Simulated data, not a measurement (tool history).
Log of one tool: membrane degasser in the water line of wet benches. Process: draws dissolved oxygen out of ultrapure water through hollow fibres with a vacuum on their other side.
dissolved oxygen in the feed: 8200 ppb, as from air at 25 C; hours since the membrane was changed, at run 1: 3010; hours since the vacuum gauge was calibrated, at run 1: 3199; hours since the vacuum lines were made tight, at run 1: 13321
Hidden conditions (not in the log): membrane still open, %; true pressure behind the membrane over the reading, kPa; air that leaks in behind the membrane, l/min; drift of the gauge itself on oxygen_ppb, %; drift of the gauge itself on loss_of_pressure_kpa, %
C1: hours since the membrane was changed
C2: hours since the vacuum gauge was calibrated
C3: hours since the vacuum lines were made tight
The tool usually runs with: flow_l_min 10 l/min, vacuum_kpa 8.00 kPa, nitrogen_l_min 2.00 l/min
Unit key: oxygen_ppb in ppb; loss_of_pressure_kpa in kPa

run 1 hour=0.0 | flow_l_min=10 vacuum_kpa=8.00 nitrogen_l_min=2.00 | C1=3010 C2=3199 C3=13321 | oxygen_ppb=63.4 loss_of_pressure_kpa=67.57
run 2 hour=78.9 | flow_l_min=10 vacuum_kpa=8.00 nitrogen_l_min=2.00 | C1=3089 C2=3278 C3=13400 | oxygen_ppb=63.4 loss_of_pressure_kpa=68.16
run 3 hour=150.2 | flow_l_min=10 vacuum_kpa=8.00 nitrogen_l_min=2.00 | C1=3160 C2=3349 C3=13471 | oxygen_ppb=61.4 loss_of_pressure_kpa=68.48
run 4 hour=242.3 | flow_l_min=10 vacuum_kpa=8.00 nitrogen_l_min=2.00 | C1=3252 C2=3441 C3=13564 | oxygen_ppb=61.5 loss_of_pressure_kpa=68.19
run 5 hour=329.5 | flow_l_min=10 vacuum_kpa=8.00 nitrogen_l_min=2.00 | C1=3340 C2=3528 C3=13651 | oxygen_ppb=63.8 loss_of_pressure_kpa=68.81
-- hour=402.8 seals of the vacuum lines changed
run 6 hour=402.8 | flow_l_min=10 vacuum_kpa=8.00 nitrogen_l_min=1.56 | C1=3411 C2=3600 C3=0 | oxygen_ppb=78.1 loss_of_pressure_kpa=68.37
run 7 hour=476.4 | flow_l_min=10 vacuum_kpa=8.00 nitrogen_l_min=1.56 | C1=3485 C2=3673 C3=74 | oxygen_ppb=77.8 loss_of_pressure_kpa=68.53
run 8 hour=532.6 | flow_l_min=10 vacuum_kpa=8.00 nitrogen_l_min=1.56 | C1=3541 C2=3730 C3=130 | oxygen_ppb=77.0 loss_of_pressure_kpa=68.34
run 9 hour=620.0 | flow_l_min=10 vacuum_kpa=8.00 nitrogen_l_min=1.56 | C1=3628 C2=3817 C3=217 | oxygen_ppb=78.2 loss_of_pressure_kpa=68.54
-- hour=702.9 vacuum gauge calibrated
run 10 hour=706.4 | flow_l_min=10 vacuum_kpa=8.00 nitrogen_l_min=1.56 | C1=3714 C2=3 C3=303 | oxygen_ppb=78.4 loss_of_pressure_kpa=68.11
run 11 hour=754.7 | flow_l_min=10 vacuum_kpa=8.00 nitrogen_l_min=1.56 | C1=3762 C2=52 C3=351 | oxygen_ppb=79.2 loss_of_pressure_kpa=69.29
run 12 hour=861.4 | flow_l_min=10 vacuum_kpa=8.00 nitrogen_l_min=3.18 | C1=3869 C2=158 C3=458 | oxygen_ppb=41.7 loss_of_pressure_kpa=68.27
run 13 hour=937.3 | flow_l_min=10 vacuum_kpa=6.64 nitrogen_l_min=2.00 | C1=3945 C2=234 C3=534 | oxygen_ppb=45.2 loss_of_pressure_kpa=68.67
run 14 hour=992.5 | flow_l_min=10 vacuum_kpa=6.64 nitrogen_l_min=2.00 | C1=4000 C2=290 C3=589 | oxygen_ppb=46.7 loss_of_pressure_kpa=68.57
run 15 hour=1059.1 | flow_l_min=10 vacuum_kpa=12.11 nitrogen_l_min=2.00 | C1=4067 C2=356 C3=656 | oxygen_ppb=111.2 loss_of_pressure_kpa=68.93
run 16 hour=1123.2 | flow_l_min=7 vacuum_kpa=8.00 nitrogen_l_min=2.00 | C1=4131 C2=420 C3=720 | oxygen_ppb=42.4 loss_of_pressure_kpa=47.94
run 17 hour=1196.7 | flow_l_min=7 vacuum_kpa=8.00 nitrogen_l_min=2.00 | C1=4204 C2=494 C3=793 | oxygen_ppb=43.0 loss_of_pressure_kpa=48.47
run 18 hour=1284.5 | flow_l_min=7 vacuum_kpa=8.00 nitrogen_l_min=4.14 | C1=4292 C2=582 C3=881 | oxygen_ppb=22.3 loss_of_pressure_kpa=48.05
run 19 hour=1336.3 | flow_l_min=10 vacuum_kpa=8.00 nitrogen_l_min=1.21 | C1=4344 C2=633 C3=933 | oxygen_ppb=98.4 loss_of_pressure_kpa=69.26
run 20 hour=1391.4 | flow_l_min=10 vacuum_kpa=8.00 nitrogen_l_min=1.21 | C1=4399 C2=688 C3=988 | oxygen_ppb=99.5 loss_of_pressure_kpa=68.71

Run 21, settings as shown, results not yet in. Your forecast:
run 21 hour=1502.2 | flow_l_min=9 vacuum_kpa=8.00 nitrogen_l_min=2.00 | C1=4510 C2=799 C3=1099 | oxygen_ppb=? loss_of_pressure_kpa=?

oxygen_ppb: 56.4 ppb
loss_of_pressure_kpa: 62.09 kPa
With no hidden state in the tool, this same run would have given oxygen_ppb 56.4 ppb, loss_of_pressure_kpa 61.35 kPa.

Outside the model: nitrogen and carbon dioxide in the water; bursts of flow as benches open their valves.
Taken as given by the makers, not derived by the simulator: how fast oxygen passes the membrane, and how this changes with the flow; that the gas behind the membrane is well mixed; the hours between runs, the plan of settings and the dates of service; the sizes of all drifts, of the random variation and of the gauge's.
